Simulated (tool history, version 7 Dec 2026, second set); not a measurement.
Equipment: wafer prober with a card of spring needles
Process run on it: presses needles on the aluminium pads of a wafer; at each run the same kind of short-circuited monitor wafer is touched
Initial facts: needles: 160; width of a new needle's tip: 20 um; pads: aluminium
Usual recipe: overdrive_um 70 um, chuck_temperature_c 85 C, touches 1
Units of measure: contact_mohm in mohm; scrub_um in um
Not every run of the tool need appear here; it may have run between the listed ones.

Run 1, hour 0: usual settings. Result: contact_mohm 369 mohm, scrub_um 10.08 um.
At hour 1: tips cleaned on abrasive film.
At hour 4.5: tips cleaned on abrasive film.
At hour 8.8: tips cleaned on abrasive film.
At hour 13.2: tips cleaned on abrasive film.
Run 2, hour 14.9: usual settings. Result: contact_mohm 339 mohm, scrub_um 10.07 um.
At hour 17.5: tips cleaned on abrasive film.
At hour 21.9: tips cleaned on abrasive film.
At hour 25.4: tips cleaned on abrasive film.
At hour 29.7: tips cleaned on abrasive film.
At hour 33.2: tips cleaned on abrasive film.
At hour 36.7: tips cleaned on abrasive film.
Run 3, hour 37.4: usual settings. Result: contact_mohm 307 mohm, scrub_um 10 um.
At hour 40.9: tips cleaned on abrasive film.
At hour 44.4: tips cleaned on abrasive film.
At hour 47.9: tips cleaned on abrasive film.
At hour 51.4: tips cleaned on abrasive film.
At hour 54.9: tips cleaned on abrasive film.
At hour 59.3: tips cleaned on abrasive film.
Run 4, hour 59.7: usual settings. Result: contact_mohm 295 mohm, scrub_um 9.87 um.
At hour 63.2: tips cleaned on abrasive film.
At hour 66.7: tips cleaned on abrasive film.
At hour 70.2: tips cleaned on abrasive film.
At hour 74.5: tips cleaned on abrasive film.
Run 5, hour 75.4: usual settings. Result: contact_mohm 312 mohm, scrub_um 9.82 um.
At hour 78.9: tips cleaned on abrasive film.
At hour 83.2: tips cleaned on abrasive film.
At hour 87.6: tips cleaned on abrasive film.
Run 6, hour 90.9: usual settings but touches 2. Result: contact_mohm 341 mohm, scrub_um 9.84 um.
At hour 91.9: tips cleaned on abrasive film.
At hour 95.4: tips cleaned on abrasive film.
At hour 98.9: tips cleaned on abrasive film.
At hour 103.2: tips cleaned on abrasive film.
At hour 106.7: tips cleaned on abrasive film.
Run 7, hour 109.6: usual settings. Result: contact_mohm 367 mohm, scrub_um 9.76 um.
At hour 110.5: tips cleaned on abrasive film.
At hour 114.9: tips cleaned on abrasive film.
At hour 118.6: height of the first contact set anew.
At hour 119.5: tips cleaned on abrasive film.
At hour 123.9: tips cleaned on abrasive film.
At hour 128.2: tips cleaned on abrasive film.
At hour 131.7: tips cleaned on abrasive film.
Run 8, hour 132.9: usual settings but overdrive_um 58 um. Result: contact_mohm 351 mohm, scrub_um 8.34 um.
At hour 135.6: tips cleaned on abrasive film.
At hour 139.9: tips cleaned on abrasive film.
At hour 144.3: tips cleaned on abrasive film.
At hour 148.6: tips cleaned on abrasive film.
Run 9, hour 151.8: usual settings. Result: contact_mohm 360 mohm, scrub_um 10.01 um.
At hour 152.7: tips cleaned on abrasive film.
At hour 157.1: tips cleaned on abrasive film.
At hour 161.4: tips cleaned on abrasive film.
At hour 165.8: tips cleaned on abrasive film.
At hour 170.1: tips cleaned on abrasive film.
Run 10, hour 170.1: usual settings. Result: contact_mohm 285 mohm, scrub_um 9.94 um.
At hour 173.7: tips cleaned on abrasive film.
At hour 178: tips cleaned on abrasive film.
At hour 181.5: tips cleaned on abrasive film.
Run 11, hour 183.8: usual settings. Result: contact_mohm 359 mohm, scrub_um 9.95 um.
At hour 185.6: tips cleaned on abrasive film.
At hour 189.9: tips cleaned on abrasive film.
At hour 194.3: tips cleaned on abrasive film.
At hour 197.8: tips cleaned on abrasive film.
At hour 201.3: tips cleaned on abrasive film.
Run 12, hour 204.2: usual settings. Result: contact_mohm 376 mohm, scrub_um 9.89 um.
At hour 205.1: tips cleaned on abrasive film.
At hour 208.6: tips cleaned on abrasive film.
At hour 212.1: tips cleaned on abrasive film.
At hour 215.6: tips cleaned on abrasive film.
At hour 219.1: tips cleaned on abrasive film.
At hour 223.5: tips cleaned on abrasive film.
Run 13, hour 226.1: usual settings but overdrive_um 76 um, chuck_temperature_c 97 C, touches 2. Result: contact_mohm 328 mohm, scrub_um 10.68 um.
At hour 227.1: tips cleaned on abrasive film.
At hour 230.6: tips cleaned on abrasive film.
At hour 234.1: tips cleaned on abrasive film.
At hour 238.4: tips cleaned on abrasive film.
At hour 242.8: tips cleaned on abrasive film.
At hour 243.1: height of the first contact set anew.
At hour 246.6: tips cleaned on abrasive film.
Run 14, hour 247.7: usual settings but overdrive_um 76 um, chuck_temperature_c 41 C, touches 2. Result: contact_mohm 290 mohm, scrub_um 11 um.
At hour 250.3: tips cleaned on abrasive film.
At hour 253.8: tips cleaned on abrasive film.
At hour 257.3: tips cleaned on abrasive film.
At hour 260.8: tips cleaned on abrasive film.
At hour 264.3: tips cleaned on abrasive film.
At hour 268.7: tips cleaned on abrasive film.
Run 15, hour 270.8: usual settings but overdrive_um 55 um, chuck_temperature_c 84 C, touches 2. Result: contact_mohm 361 mohm, scrub_um 7.85 um.
At hour 272.6: tips cleaned on abrasive film.
At hour 276.1: tips cleaned on abrasive film.
At hour 280.5: tips cleaned on abrasive film.
At hour 284: tips cleaned on abrasive film.
At hour 287.5: tips cleaned on abrasive film.
At hour 291.6: tips cleaned on abrasive film.
Run 16, hour 291.6: usual settings but overdrive_um 79 um, chuck_temperature_c 64 C, touches 2. Result: contact_mohm 275 mohm, scrub_um 11.28 um.
At hour 296: tips cleaned on abrasive film.
At hour 300.3: tips cleaned on abrasive film.
At hour 304.7: tips cleaned on abrasive film.
At hour 308.2: tips cleaned on abrasive film.
Run 17, hour 311.2: usual settings but overdrive_um 80 um, chuck_temperature_c 61 C. Result: contact_mohm 358 mohm, scrub_um 11.38 um.
At hour 312.2: tips cleaned on abrasive film.
At hour 315.7: tips cleaned on abrasive film.
At hour 320: tips cleaned on abrasive film.
At hour 323.5: tips cleaned on abrasive film.
At hour 327: tips cleaned on abrasive film.
At hour 330.5: tips cleaned on abrasive film.
At hour 334: tips cleaned on abrasive film.
Run 18, hour 335: usual settings but overdrive_um 51 um, chuck_temperature_c 30 C. Result: contact_mohm 362 mohm, scrub_um 7.06 um.
At hour 337.7: tips cleaned on abrasive film.
At hour 342: tips cleaned on abrasive film.
At hour 346.4: tips cleaned on abrasive film.
At hour 349.9: tips cleaned on abrasive film.
At hour 354.2: tips cleaned on abrasive film.
Run 19, hour 355.2: usual settings but overdrive_um 54 um, touches 3. Result: contact_mohm 312 mohm, scrub_um 7.45 um.
At hour 357.9: tips cleaned on abrasive film.
At hour 361.4: tips cleaned on abrasive film.
At hour 365.7: tips cleaned on abrasive film.
At hour 367.7: height of the first contact set anew.
At hour 369.5: tips cleaned on abrasive film.
Run 20, hour 372.3: usual settings but overdrive_um 54 um, chuck_temperature_c 48 C. Result: contact_mohm 452 mohm, scrub_um 7.79 um.
At hour 373.2: tips cleaned on abrasive film.
At hour 376.7: tips cleaned on abrasive film.
At hour 381.1: tips cleaned on abrasive film.
At hour 384.6: tips cleaned on abrasive film.
At hour 388.9: tips cleaned on abrasive film.
Run 21, hour 391.3: usual settings but overdrive_um 54 um, chuck_temperature_c 76 C, touches 2. Result: contact_mohm 384 mohm, scrub_um 7.75 um.
At hour 393.1: tips cleaned on abrasive film.
At hour 396.6: tips cleaned on abrasive film.
At hour 400.1: tips cleaned on abrasive film.
At hour 404: tips cleaned on abrasive film.
Run 22, hour 404: usual settings but overdrive_um 67 um, chuck_temperature_c 76 C, touches 2. Result: contact_mohm 283 mohm, scrub_um 9.6 um.
At hour 408.3: tips cleaned on abrasive film.
At hour 412.7: tips cleaned on abrasive film.
At hour 417: tips cleaned on abrasive film.
Run 23, hour 419.6: usual settings but overdrive_um 58 um, chuck_temperature_c 31 C. Result: contact_mohm 421 mohm, scrub_um 8.21 um.
At hour 421.4: tips cleaned on abrasive film.
At hour 425.7: tips cleaned on abrasive film.
At hour 430.1: tips cleaned on abrasive film.
At hour 433.6: tips cleaned on abrasive film.
At hour 437.1: tips cleaned on abrasive film.
Run 24, hour 439.4: usual settings but overdrive_um 58 um, chuck_temperature_c 30 C. Result: contact_mohm 404 mohm, scrub_um 8.18 um.

Forecast each of these 3 alternatives for the next run:
At hour 441.2: tips cleaned on abrasive film.
At hour 444.7: tips cleaned on abrasive film.
At hour 448.2: tips cleaned on abrasive film.
At hour 451.7: tips cleaned on abrasive film.
At hour 456.1: tips cleaned on abrasive film.
At hour 459.6: tips cleaned on abrasive film.
Run A, hour 462.1: usual settings but touches 2. Result: contact_mohm ?, scrub_um ?.
At hour 441.2: tips cleaned on abrasive film.
At hour 444.7: tips cleaned on abrasive film.
At hour 448.2: tips cleaned on abrasive film.
At hour 451.7: tips cleaned on abrasive film.
At hour 456.1: tips cleaned on abrasive film.
At hour 459.6: tips cleaned on abrasive film.
Run B, hour 462.1: usual settings but overdrive_um 83 um, chuck_temperature_c 25 C. Result: contact_mohm ?, scrub_um ?.
At hour 441.2: tips cleaned on abrasive film.
At hour 444.7: tips cleaned on abrasive film.
At hour 448.2: tips cleaned on abrasive film.
At hour 451.7: tips cleaned on abrasive film.
At hour 456.1: tips cleaned on abrasive film.
At hour 459.6: tips cleaned on abrasive film.
Run C, hour 462.1: usual settings but overdrive_um 85 um. Result: contact_mohm ?, scrub_um ?.

run  contact_mohm  scrub_um
  A           350      9.84
  B           349     11.66
  C           353     12.02
The same runs, with their run-to-run variation unchanged, on a tool lacking any hidden condition would have given:
run  contact_mohm  scrub_um
  A           276      10.1
  B           256     11.92
  C           270     12.27
